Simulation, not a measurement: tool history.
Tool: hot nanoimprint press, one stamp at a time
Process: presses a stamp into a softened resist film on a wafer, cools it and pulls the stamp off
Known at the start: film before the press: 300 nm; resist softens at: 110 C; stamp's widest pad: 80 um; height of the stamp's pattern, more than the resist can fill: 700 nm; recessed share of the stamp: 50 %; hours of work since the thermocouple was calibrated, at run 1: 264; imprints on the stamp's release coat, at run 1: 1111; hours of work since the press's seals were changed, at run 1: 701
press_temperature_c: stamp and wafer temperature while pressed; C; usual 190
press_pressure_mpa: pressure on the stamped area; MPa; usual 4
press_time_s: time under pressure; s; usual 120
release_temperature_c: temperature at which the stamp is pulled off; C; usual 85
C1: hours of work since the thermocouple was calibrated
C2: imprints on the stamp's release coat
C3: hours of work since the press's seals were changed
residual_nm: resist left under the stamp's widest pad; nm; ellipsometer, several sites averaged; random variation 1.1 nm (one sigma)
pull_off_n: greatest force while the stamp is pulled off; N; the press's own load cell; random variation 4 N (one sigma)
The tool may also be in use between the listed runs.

Run 1, hour 0: usual settings; C1 264; C2 1111; C3 701. Result: residual_nm 169.1 nm, pull_off_n 193 N.
Run 2, hour 21.6: usual settings but release_temperature_c 91 C; C1 280; C2 1214; C3 718. Result: residual_nm 170.1 nm, pull_off_n 159 N.
Run 3, hour 48.6: usual settings but release_temperature_c 91 C; C1 301; C2 1343; C3 739. Result: residual_nm 168.7 nm, pull_off_n 162 N.
Run 4, hour 81.8: usual settings but release_temperature_c 91 C; C1 327; C2 1501; C3 765. Result: residual_nm 170 nm, pull_off_n 161 N.
Run 5, hour 118.5: usual settings but release_temperature_c 91 C; C1 356; C2 1675; C3 793. Result: residual_nm 168.8 nm, pull_off_n 168 N.
At hour 147.5: press's hydraulic seals changed and the load cell set to zero.
Run 6, hour 154.2: usual settings but release_temperature_c 91 C; C1 377; C2 1807; C3 5. Result: residual_nm 169.7 nm, pull_off_n 170 N.
Run 7, hour 184.2: usual settings; C1 401; C2 1951; C3 29. Result: residual_nm 171.3 nm, pull_off_n 192 N.
At hour 192.6: stamp cleaned and given a new release coat.
At hour 210.2: plate thermocouple calibrated.
Run 8, hour 213.2: usual settings; C1 2; C2 84; C3 44. Result: residual_nm 169.1 nm, pull_off_n 187 N.
Run 9, hour 234.2: usual settings but press_pressure_mpa 3.56 MPa, press_time_s 123 s; C1 19; C2 184; C3 60. Result: residual_nm 178.9 nm, pull_off_n 188 N.
Run 10, hour 270.7: usual settings but press_temperature_c 186 C, press_pressure_mpa 3.56 MPa, press_time_s 123 s; C1 47; C2 358; C3 89. Result: residual_nm 199 nm, pull_off_n 188 N.
Run 11, hour 296.5: usual settings but press_temperature_c 188 C, press_pressure_mpa 2.43 MPa, press_time_s 214 s, release_temperature_c 71 C; C1 67; C2 480; C3 109. Result: residual_nm 188.2 nm, pull_off_n 259 N.
Run 12, hour 329.9: usual settings but press_time_s 74 s; C1 93; C2 640; C3 135. Result: residual_nm 191.5 nm, pull_off_n 195 N.
Run 13, hour 358.2: usual settings but press_temperature_c 184 C, press_pressure_mpa 3.33 MPa, press_time_s 100 s, release_temperature_c 72 C; C1 115; C2 774; C3 157. Result: residual_nm 225.2 nm, pull_off_n 252 N.
Run 14, hour 385.5: usual settings but press_temperature_c 195 C, release_temperature_c 84 C; C1 136; C2 905; C3 178. Result: residual_nm 145.4 nm, pull_off_n 199 N.
Run 15, hour 405.6: usual settings but press_temperature_c 182 C, release_temperature_c 75 C; C1 152; C2 1000; C3 194. Result: residual_nm 213.6 nm, pull_off_n 247 N.

How the hidden state differs across the entries between the runs, from the last listed run before each to the first after it:
Between runs 5 and 6: press's hydraulic seals changed and the load cell set to zero (hour 147.5)
  pressure that arrives at the usual setting, %: 99.94 -> 100; grip of the stamp's worn release coat, % over a new coat's: 1.2 -> 1.3
Between runs 7 and 8: stamp cleaned and given a new release coat (hour 192.6); plate thermocouple calibrated (hour 210.2)
  true temperature over the reading, C: -0.03 -> 0; grip of the stamp's worn release coat, % over a new coat's: 1.4 -> 0.1
